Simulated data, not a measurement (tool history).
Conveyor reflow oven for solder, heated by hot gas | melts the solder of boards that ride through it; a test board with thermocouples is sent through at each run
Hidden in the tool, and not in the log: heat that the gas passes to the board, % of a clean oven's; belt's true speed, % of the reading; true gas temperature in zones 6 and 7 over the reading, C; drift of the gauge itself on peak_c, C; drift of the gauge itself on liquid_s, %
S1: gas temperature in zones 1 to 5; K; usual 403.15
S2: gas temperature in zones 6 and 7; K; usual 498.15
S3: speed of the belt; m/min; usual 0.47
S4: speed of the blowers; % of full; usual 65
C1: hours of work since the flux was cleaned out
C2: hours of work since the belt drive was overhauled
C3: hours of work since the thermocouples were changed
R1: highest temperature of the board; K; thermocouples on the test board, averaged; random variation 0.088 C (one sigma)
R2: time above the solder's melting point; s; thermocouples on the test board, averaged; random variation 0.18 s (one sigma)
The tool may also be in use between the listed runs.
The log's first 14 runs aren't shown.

run,hour,S1,S2,S3,S4,C1,C2,C3,R1,R2
15,261.3,403.15,498.15,0.499,65,182,951,434,476.77,44.1
16,277.5,395.15,500.15,0.399,60,194,963,446,483.19,64.4
17,304.4,403.15,494.15,0.47,65,213,982,465,475.49,46
18,328,406.15,511.15,0.501,57,230,999,482,485.53,54.5
19,341.1,413.15,503.15,0.556,71,239,1008,491,480.75,46.9
20,355.4,413.15,503.15,0.556,71,249,1019,502,480.65,46.4
21,376.1,416.15,498.15,0.547,65,264,1034,516,476.52,43.8
# hour 385.2: thermocouples of zones 6 and 7 changed
22,390.1,403.15,496.15,0.478,65,273,1042,4,476.56,46.5
# hour 416.5: flux residue cleaned out of gas plates and filters
23,418.8,403.15,505.15,0.439,84,2,1059,20,490.77,69.4
24,436.6,402.15,497.15,0.504,65,14,1072,33,475.34,41.4
25,449.8,394.15,507.15,0.381,65,24,1081,43,492.06,78.2
26,471.3,413.15,508.15,0.47,59,39,1097,58,487.6,64.2
27,496,411.15,508.15,0.45,59,57,1115,76,488.99,67.7
28,511.8,414.15,498.15,0.47,65,68,1126,87,480.98,57.9
29,532,414.15,498.15,0.47,65,83,1140,102,481.11,57.8
30,543.5,414.15,498.15,0.554,74,91,1149,110,477.7,44.2

Forecast each of these 3 alternatives for the next run:
A,560,414.15,511.15,0.441,74,103,1160,122,?,?
B,560,414.15,498.15,0.457,64,103,1160,122,?,?
C,560,414.15,496.15,0.465,64,103,1160,122,?,?

run,R1,R2
A,495.85,77.4
B,481.66,60.7
C,479.58,56.5
Without the tool's hidden state the same runs would have given:
run,R1,R2
A,495.83,77.3
B,481.65,60.7
C,479.57,56.4
